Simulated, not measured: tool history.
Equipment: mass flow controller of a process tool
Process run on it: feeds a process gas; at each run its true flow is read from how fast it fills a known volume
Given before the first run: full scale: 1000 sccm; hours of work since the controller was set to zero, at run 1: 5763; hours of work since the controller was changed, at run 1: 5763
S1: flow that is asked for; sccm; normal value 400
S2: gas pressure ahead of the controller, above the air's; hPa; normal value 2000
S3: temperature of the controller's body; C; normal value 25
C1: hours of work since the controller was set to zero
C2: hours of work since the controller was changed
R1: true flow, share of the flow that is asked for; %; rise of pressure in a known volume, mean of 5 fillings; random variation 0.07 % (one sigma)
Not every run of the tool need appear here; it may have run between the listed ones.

{"run": 1, "hour": 0.0, "S1": 400, "S2": 2000, "S3": 25, "C1": 5763, "C2": 5763, "R1": 98.17}
{"run": 2, "hour": 386.2, "S1": 400, "S2": 2000, "S3": 21, "C1": 6046, "C2": 6046, "R1": 98.13}
{"run": 3, "hour": 690.1, "S1": 400, "S2": 2000, "S3": 25, "C1": 6269, "C2": 6269, "R1": 98.05}
{"run": 4, "hour": 1090.7, "S1": 400, "S2": 2000, "S3": 25, "C1": 6563, "C2": 6563, "R1": 97.97}
{"run": 5, "hour": 1502.6, "S1": 400, "S2": 1560, "S3": 25, "C1": 6864, "C2": 6864, "R1": 97.97}
{"run": 6, "hour": 1916.7, "S1": 400, "S2": 1560, "S3": 25, "C1": 7168, "C2": 7168, "R1": 97.89}
{"hour": 2024.6, "done": "controller's zero set anew"}
{"run": 7, "hour": 2350.7, "S1": 400, "S2": 1560, "S3": 25, "C1": 239, "C2": 7485, "R1": 98.08}
{"run": 8, "hour": 2742.9, "S1": 400, "S2": 1560, "S3": 25, "C1": 526, "C2": 7773, "R1": 97.96}
{"run": 9, "hour": 3037.1, "S1": 237, "S2": 1560, "S3": 25, "C1": 742, "C2": 7988, "R1": 97.37}
{"run": 10, "hour": 3427.4, "S1": 400, "S2": 1440, "S3": 25, "C1": 1028, "C2": 8274, "R1": 97.89}
{"run": 11, "hour": 3793.2, "S1": 400, "S2": 1440, "S3": 25, "C1": 1296, "C2": 8542, "R1": 97.89}
{"run": 12, "hour": 4045.3, "S1": 400, "S2": 1440, "S3": 25, "C1": 1480, "C2": 8727, "R1": 97.93}
{"run": 13, "hour": 4296.3, "S1": 400, "S2": 2720, "S3": 25, "C1": 1664, "C2": 8911, "R1": 97.8}
{"run": 14, "hour": 4699.6, "S1": 140, "S2": 1490, "S3": 25, "C1": 1960, "C2": 9206, "R1": 96.82}
{"run": 15, "hour": 4982.2, "S1": 135, "S2": 1990, "S3": 25, "C1": 2167, "C2": 9413, "R1": 96.91}
{"run": 16, "hour": 5219.9, "S1": 400, "S2": 2530, "S3": 25, "C1": 2341, "C2": 9587, "R1": 97.66}
{"run": 17, "hour": 5461.2, "S1": 400, "S2": 2590, "S3": 25, "C1": 2518, "C2": 9764, "R1": 97.6}
{"run": 18, "hour": 5682.5, "S1": 400, "S2": 2110, "S3": 26, "C1": 2680, "C2": 9926, "R1": 97.53}
{"run": 19, "hour": 5959.2, "S1": 400, "S2": 2110, "S3": 26, "C1": 2883, "C2": 10129, "R1": 97.68}
{"run": 20, "hour": 6299.7, "S1": 155, "S2": 1630, "S3": 20, "C1": 3132, "C2": 10378, "R1": 97.1}
{"run": 21, "hour": 6816.8, "S1": 603, "S2": 2000, "S3": 39, "C1": 3511, "C2": 10757, "R1": 97.87}
{"run": 22, "hour": 7137.1, "S1": 830, "S2": 2000, "S3": 39, "C1": 3746, "C2": 10992, "R1": 98.52}
{"run": 23, "hour": 7471.6, "S1": 830, "S2": 2000, "S3": 39, "C1": 3991, "C2": 11237, "R1": 98.59}
{"run": 24, "hour": 7848.6, "S1": 781, "S2": 1870, "S3": 28, "C1": 4267, "C2": 11513, "R1": 98.88}
{"run": 25, "hour": 8094.9, "S1": 400, "S2": 2000, "S3": 26, "C1": 4447, "C2": 11694, "R1": 97.45}
{"run": 26, "hour": 8534.2, "S1": 400, "S2": 2000, "S3": 26, "C1": 4769, "C2": 12016, "R1": 97.45}

Predict each of these 5 candidate next runs independently; none follows another, all start after run 26:
{"run": "A", "hour": 8768.6, "S1": 400, "S2": 1860, "S3": 26, "C1": 4941, "C2": 12187, "R1": "?"}
{"run": "B", "hour": 8768.6, "S1": 324, "S2": 1460, "S3": 25, "C1": 4941, "C2": 12187, "R1": "?"}
{"run": "C", "hour": 8768.6, "S1": 218, "S2": 1810, "S3": 33, "C1": 4941, "C2": 12187, "R1": "?"}
{"run": "D", "hour": 8768.6, "S1": 113, "S2": 1850, "S3": 33, "C1": 4941, "C2": 12187, "R1": "?"}
{"run": "E", "hour": 8768.6, "S1": 400, "S2": 2000, "S3": 24, "C1": 4941, "C2": 12187, "R1": "?"}

run=A R1=97.44
run=B R1=97.35
run=C R1=96.62
run=D R1=96.42
run=E R1=97.47
Without the tool's unlogged condition, the same runs would have read:
run=A R1=97.94
run=B R1=97.85
run=C R1=97.11
run=D R1=96.90
run=E R1=97.97
